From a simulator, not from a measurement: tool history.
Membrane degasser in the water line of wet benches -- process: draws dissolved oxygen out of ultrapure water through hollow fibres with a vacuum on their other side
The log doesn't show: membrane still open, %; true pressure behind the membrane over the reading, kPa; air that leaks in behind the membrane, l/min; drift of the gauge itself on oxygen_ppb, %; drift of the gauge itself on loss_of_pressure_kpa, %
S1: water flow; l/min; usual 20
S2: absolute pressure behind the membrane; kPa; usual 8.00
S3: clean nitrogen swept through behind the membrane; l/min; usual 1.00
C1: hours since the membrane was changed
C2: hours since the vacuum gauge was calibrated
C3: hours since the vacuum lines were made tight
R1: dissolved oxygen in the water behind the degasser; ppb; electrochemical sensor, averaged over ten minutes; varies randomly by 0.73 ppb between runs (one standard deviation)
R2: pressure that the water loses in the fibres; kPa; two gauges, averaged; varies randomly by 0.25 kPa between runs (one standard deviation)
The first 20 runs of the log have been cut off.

At hour 3293.4: seals of the vacuum lines changed.
Run 21, hour 3383.1: usual settings but S1 22 l/min, S2 9.71 kPa, S3 0.73 l/min; C1 9474; C2 532; C3 90. Result: R1 403.8 ppb, R2 80.02 kPa.
Run 22, hour 3593.1: usual settings but S3 0.53 l/min; C1 9684; C2 742; C3 300. Result: R1 359.3 ppb, R2 73.21 kPa.
Run 23, hour 3727.0: usual settings but S2 5.58 kPa; C1 9818; C2 876; C3 434. Result: R1 109.2 ppb, R2 72.84 kPa.
Run 24, hour 3907.7: usual settings but S2 6.01 kPa, S3 2.94 l/min; C1 9998; C2 1056; C3 614. Result: R1 51.1 ppb, R2 73.44 kPa.
Run 25, hour 4063.6: usual settings but S2 6.01 kPa, S3 2.94 l/min; C1 10154; C2 1212; C3 770. Result: R1 50.8 ppb, R2 72.98 kPa.
Run 26, hour 4299.5: usual settings but S2 6.01 kPa, S3 2.94 l/min; C1 10390; C2 1448; C3 1006. Result: R1 51.3 ppb, R2 73.82 kPa.
Run 27, hour 4449.3: usual settings but S1 18 l/min, S2 6.01 kPa, S3 2.15 l/min; C1 10540; C2 1598; C3 1156. Result: R1 59.7 ppb, R2 66.43 kPa.
Run 28, hour 4592.0: usual settings but S1 27 l/min, S2 17.31 kPa, S3 0.43 l/min; C1 10683; C2 1741; C3 1299. Result: R1 1403.1 ppb, R2 99.46 kPa.
Run 29, hour 4781.4: usual settings but S1 27 l/min, S2 17.31 kPa, S3 0.43 l/min; C1 10872; C2 1930; C3 1488. Result: R1 1410.4 ppb, R2 99.07 kPa.
Run 30, hour 4938.5: usual settings but S1 27 l/min, S2 17.31 kPa, S3 0.43 l/min; C1 11029; C2 2087; C3 1645. Result: R1 1411.4 ppb, R2 99.50 kPa.
At hour 5065.9: membrane cartridge changed.
Run 31, hour 5077.3: usual settings but S1 27 l/min, S2 17.31 kPa, S3 0.43 l/min; C1 11; C2 2222; C3 1780. Result: R1 1400.6 ppb, R2 91.26 kPa.
Run 32, hour 5266.5: usual settings but S1 27 l/min, S2 17.31 kPa, S3 0.43 l/min; C1 201; C2 2411; C3 1969. Result: R1 1405.7 ppb, R2 91.29 kPa.

Each row is a separate what-if for the run after 32, all from the same tool condition, not one after another. Results?
Run A, hour 5408.0: usual settings but S1 17 l/min, S2 6.95 kPa, S3 2.15 l/min; C1 342; C2 2553; C3 2111. Result: R1 ?, R2 ?.
Run B, hour 5408.0: usual settings but S1 28 l/min, S2 17.31 kPa, S3 0.42 l/min; C1 342; C2 2553; C3 2111. Result: R1 ?, R2 ?.
Run C, hour 5408.0: usual settings but S1 22 l/min, S2 17.31 kPa, S3 0.43 l/min; C1 342; C2 2553; C3 2111. Result: R1 ?, R2 ?.

run      R1     R2
  A    73.0  57.27
  B  1455.8  94.32
  C  1218.5  74.00
What these runs would have given with no unlogged condition in the tool:
run      R1     R2
  A    71.4  57.11
  B  1451.5  94.07
  C  1213.9  73.80

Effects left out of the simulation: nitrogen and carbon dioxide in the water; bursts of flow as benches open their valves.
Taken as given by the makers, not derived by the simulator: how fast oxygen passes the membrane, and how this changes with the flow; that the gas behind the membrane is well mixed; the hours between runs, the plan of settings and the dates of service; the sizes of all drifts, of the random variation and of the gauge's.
